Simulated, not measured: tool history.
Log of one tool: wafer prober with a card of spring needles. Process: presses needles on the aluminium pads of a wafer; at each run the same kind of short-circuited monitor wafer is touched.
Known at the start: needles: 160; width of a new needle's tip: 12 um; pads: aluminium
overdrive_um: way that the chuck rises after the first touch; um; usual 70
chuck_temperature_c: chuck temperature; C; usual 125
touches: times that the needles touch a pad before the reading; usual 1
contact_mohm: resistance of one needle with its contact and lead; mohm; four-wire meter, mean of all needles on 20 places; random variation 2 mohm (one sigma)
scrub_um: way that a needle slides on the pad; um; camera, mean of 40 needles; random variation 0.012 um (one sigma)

run	day	overdrive_um	chuck_temperature_c	touches	contact_mohm	scrub_um
1	0	70	125	1	217	10.72
2	2.496	70	125	1	217	10.71
3	6.142	70	125	1	216	10.72
4	7.796	70	125	1	213	10.73
5	11.283	70	125	1	214	10.75
6	14.908	70	125	1	220	10.74
7	17.35	70	125	1	218	10.76
8	18.938	70	125	2	217	10.76
9	21.738	70	125	2	218	10.76
10	24.979	70	125	2	215	10.8
11	28.533	70	125	2	216	10.79
12	31.229	70	125	2	216	10.82
13	34.329	65	27	1	195	10.04
14	36.275	65	27	1	197	10.05
15	39.683	65	53	1	203	10.08
16	42.85	65	83	1	209	10.08
17	45.308	65	83	1	205	10.09
18	47.008	87	83	2	206	13.51
19	49.5	84	83	1	201	13.06
20	51.75	56	125	2	218	8.68
21	53.383	56	125	2	216	8.73
22	55.812	56	125	2	219	8.72
23	58.008	71	26	2	191	11.04
24	59.533	71	121	2	214	11.07

Taken out of this log: 98 entries between the listed runs. Where each belongs, and how the hidden state differs across it:
Between runs 1 and 2: tips cleaned on abrasive film (day 0.154); tips cleaned on abrasive film (day 0.754); tips cleaned on abrasive film (day 1.5); tips cleaned on abrasive film (day 2.1)
  debris on the tips, nm: 2.9 -> 2.6; tips' diameter, um: 12.03 -> 12.04; drift of the gauge itself on scrub_um, %: 0 -> 0.08
  measured less the result without the state, scrub_um: +0 -> +0.01 um
Between runs 2 and 3: tips cleaned on abrasive film (day 2.796); tips cleaned on abrasive film (day 3.396); tips cleaned on abrasive film (day 3.996); tips cleaned on abrasive film (day 4.6); tips cleaned on abrasive film (day 5.2); tips cleaned on abrasive film (day 5.8)
  debris on the tips, nm: 2.6 -> 2.5; way that the needles fall short of the set height, um: 0.01 -> 0.02; drift of the gauge itself on scrub_um, %: 0.08 -> 0.2
  measured less the result without the state, scrub_um: +0.01 -> +0.02 um
Between runs 3 and 4: tips cleaned on abrasive film (day 6.446); tips cleaned on abrasive film (day 7.046); tips cleaned on abrasive film (day 7.646)
  debris on the tips, nm: 2.5 -> 1.7; way that the needles fall short of the set height, um: 0.02 -> 0.03; drift of the gauge itself on scrub_um, %: 0.2 -> 0.25
  measured less the result without the state, scrub_um: +0.02 -> +0.02 um
Between runs 4 and 5: tips cleaned on abrasive film (day 8.396); tips cleaned on abrasive film (day 8.996); height of the first contact set anew (day 9.454); tips cleaned on abrasive film (day 9.608); tips cleaned on abrasive film (day 10.208); tips cleaned on abrasive film (day 10.812)
  debris on the tips, nm: 1.7 -> 3; way that the needles fall short of the set height, um: 0.03 -> 0; drift of the gauge itself on scrub_um, %: 0.25 -> 0.36
  measured less the result without the state, scrub_um: +0.02 -> +0.04 um
Between runs 5 and 6: tips cleaned on abrasive film (day 11.438); tips cleaned on abrasive film (day 12.038); tips cleaned on abrasive film (day 12.642); tips cleaned on abrasive film (day 13.388); tips cleaned on abrasive film (day 13.992); tips cleaned on abrasive film (day 14.592)
  debris on the tips, nm: 3 -> 2.4; way that the needles fall short of the set height, um: 0 -> 0.02; tips' diameter, um: 12.04 -> 12.05; drift of the gauge itself on scrub_um, %: 0.36 -> 0.48
  measured less the result without the state, scrub_um: +0.04 -> +0.04 um
Between runs 6 and 7: tips cleaned on abrasive film (day 15.212); tips cleaned on abrasive film (day 15.958); tips cleaned on abrasive film (day 16.558); tips cleaned on abrasive film (day 17.162)
  debris on the tips, nm: 2.4 -> 1.6; drift of the gauge itself on scrub_um, %: 0.48 -> 0.56
  measured less the result without the state, scrub_um: +0.04 -> +0.06 um
Between runs 7 and 8: tips cleaned on abrasive film (day 17.8); tips cleaned on abrasive film (day 18.4)
  debris on the tips, nm: 1.6 -> 3; way that the needles fall short of the set height, um: 0.02 -> 0.03; drift of the gauge itself on scrub_um, %: 0.56 -> 0.61
  measured less the result without the state, scrub_um: +0.06 -> +0.06 um
Between runs 8 and 9: tips cleaned on abrasive film (day 19.092); tips cleaned on abrasive film (day 19.842); tips cleaned on abrasive film (day 20.442); height of the first contact set anew (day 20.75); tips cleaned on abrasive film (day 21.054); tips cleaned on abrasive film (day 21.654)
  debris on the tips, nm: 3 -> 1; way that the needles fall short of the set height, um: 0.03 -> 0; drift of the gauge itself on scrub_um, %: 0.61 -> 0.7
  measured less the result without the state, scrub_um: +0.06 -> +0.08 um
Between runs 9 and 10: tips cleaned on abrasive film (day 22.342); tips cleaned on abrasive film (day 22.942); tips cleaned on abrasive film (day 23.542); tips cleaned on abrasive film (day 24.142); tips cleaned on abrasive film (day 24.742)
  debris on the tips, nm: 1 -> 2.3; way that the needles fall short of the set height, um: 0 -> 0.01; tips' diameter, um: 12.05 -> 12.06; drift of the gauge itself on scrub_um, %: 0.7 -> 0.81
  measured less the result without the state, scrub_um: +0.08 -> +0.09 um
Between runs 10 and 11: tips cleaned on abrasive film (day 25.429); tips cleaned on abrasive film (day 26.029); tips cleaned on abrasive film (day 26.779); tips cleaned on abrasive film (day 27.529); tips cleaned on abrasive film (day 28.279)
  way that the needles fall short of the set height, um: 0.01 -> 0.02; drift of the gauge itself on scrub_um, %: 0.81 -> 0.92
  measured less the result without the state, scrub_um: +0.09 -> +0.1 um
Between runs 11 and 12: tips cleaned on abrasive film (day 28.983); tips cleaned on abrasive film (day 29.583); tips cleaned on abrasive film (day 30.188); tips cleaned on abrasive film (day 30.788)
  debris on the tips, nm: 2.3 -> 2.7; way that the needles fall short of the set height, um: 0.02 -> 0.03; drift of the gauge itself on scrub_um, %: 0.92 -> 1.01
  measured less the result without the state, scrub_um: +0.1 -> +0.11 um
Between runs 12 and 13: tips cleaned on abrasive film (day 31.529); height of the first contact set anew (day 31.992); tips cleaned on abrasive film (day 32.146); tips cleaned on abrasive film (day 32.746); tips cleaned on abrasive film (day 33.346); tips cleaned on abrasive film (day 33.946)
  way that the needles fall short of the set height, um: 0.03 -> 0.01; tips' diameter, um: 12.06 -> 12.07; drift of the gauge itself on scrub_um, %: 1.01 -> 1.11
  measured less the result without the state, scrub_um: +0.11 -> +0.11 um
Between runs 13 and 14: tips cleaned on abrasive film (day 34.633); tips cleaned on abrasive film (day 35.233); tips cleaned on abrasive film (day 35.833)
  debris on the tips, nm: 2.7 -> 2.8; drift of the gauge itself on scrub_um, %: 1.11 -> 1.17
  measured less the result without the state, scrub_um: +0.11 -> +0.11 um
Between runs 14 and 15: tips cleaned on abrasive film (day 36.575); tips cleaned on abrasive film (day 37.175); tips cleaned on abrasive film (day 37.779); tips cleaned on abrasive film (day 38.529); tips cleaned on abrasive film (day 39.129)
  debris on the tips, nm: 2.8 -> 2.9; way that the needles fall short of the set height, um: 0.01 -> 0.02; drift of the gauge itself on scrub_um, %: 1.17 -> 1.28
  measured less the result without the state, scrub_um: +0.11 -> +0.12 um
Between runs 15 and 16: tips cleaned on abrasive film (day 39.838); tips cleaned on abrasive film (day 40.438); tips cleaned on abrasive film (day 41.038); tips cleaned on abrasive film (day 41.638); tips cleaned on abrasive film (day 42.388)
  debris on the tips, nm: 2.9 -> 3; way that the needles fall short of the set height, um: 0.02 -> 0.03; drift of the gauge itself on scrub_um, %: 1.28 -> 1.38
  measured less the result without the state, scrub_um: +0.12 -> +0.13 um
Between runs 16 and 17: tips cleaned on abrasive film (day 43); height of the first contact set anew (day 43.312); tips cleaned on abrasive film (day 43.612); tips cleaned on abrasive film (day 44.362); tips cleaned on abrasive film (day 45.112)
  debris on the tips, nm: 3 -> 2; way that the needles fall short of the set height, um: 0.03 -> 0.01; tips' diameter, um: 12.07 -> 12.08; drift of the gauge itself on scrub_um, %: 1.38 -> 1.46
  measured less the result without the state, scrub_um: +0.13 -> +0.14 um
Between runs 17 and 18: tips cleaned on abrasive film (day 45.762); tips cleaned on abrasive film (day 46.362); tips cleaned on abrasive film (day 47.008)
  debris on the tips, nm: 2 -> 0.3; drift of the gauge itself on scrub_um, %: 1.46 -> 1.52
  measured less the result without the state, scrub_um: +0.14 -> +0.2 um
Between runs 18 and 19: tips cleaned on abrasive film (day 47.608); tips cleaned on abrasive film (day 48.212); tips cleaned on abrasive film (day 48.812); tips cleaned on abrasive film (day 49.412)
  debris on the tips, nm: 0.3 -> 1.1; way that the needles fall short of the set height, um: 0.01 -> 0.02; drift of the gauge itself on scrub_um, %: 1.52 -> 1.6
  measured less the result without the state, scrub_um: +0.2 -> +0.21 um
Between runs 19 and 20: tips cleaned on abrasive film (day 50.1); tips cleaned on abrasive film (day 50.7); tips cleaned on abrasive film (day 51.45)
  debris on the tips, nm: 1.1 -> 2.3; drift of the gauge itself on scrub_um, %: 1.6 -> 1.67
  measured less the result without the state, scrub_um: +0.21 -> +0.14 um
Between runs 20 and 21: tips cleaned on abrasive film (day 52.05); tips cleaned on abrasive film (day 52.65); tips cleaned on abrasive film (day 53.25)
  debris on the tips, nm: 2.3 -> 1.4; way that the needles fall short of the set height, um: 0.02 -> 0.03; tips' diameter, um: 12.08 -> 12.09; drift of the gauge itself on scrub_um, %: 1.67 -> 1.72
  measured less the result without the state, scrub_um: +0.14 -> +0.15 um
Between runs 21 and 22: tips cleaned on abrasive film (day 53.983); tips cleaned on abrasive film (day 54.583); height of the first contact set anew (day 54.596); tips cleaned on abrasive film (day 55.346)
  debris on the tips, nm: 1.4 -> 2.9; way that the needles fall short of the set height, um: 0.03 -> 0; drift of the gauge itself on scrub_um, %: 1.72 -> 1.8
  measured less the result without the state, scrub_um: +0.15 -> +0.15 um
Between runs 22 and 23: tips cleaned on abrasive film (day 55.967); tips cleaned on abrasive film (day 56.567); tips cleaned on abrasive film (day 57.167); tips cleaned on abrasive film (day 57.771)
  debris on the tips, nm: 2.9 -> 2.3; way that the needles fall short of the set height, um: 0 -> 0.01; drift of the gauge itself on scrub_um, %: 1.8 -> 1.87
  measured less the result without the state, scrub_um: +0.15 -> +0.2 um
Between runs 23 and 24: tips cleaned on abrasive film (day 58.458); tips cleaned on abrasive film (day 59.208)
  debris on the tips, nm: 2.3 -> 2.7; drift of the gauge itself on scrub_um, %: 1.87 -> 1.92
  measured less the result without the state, scrub_um: +0.2 -> +0.21 um

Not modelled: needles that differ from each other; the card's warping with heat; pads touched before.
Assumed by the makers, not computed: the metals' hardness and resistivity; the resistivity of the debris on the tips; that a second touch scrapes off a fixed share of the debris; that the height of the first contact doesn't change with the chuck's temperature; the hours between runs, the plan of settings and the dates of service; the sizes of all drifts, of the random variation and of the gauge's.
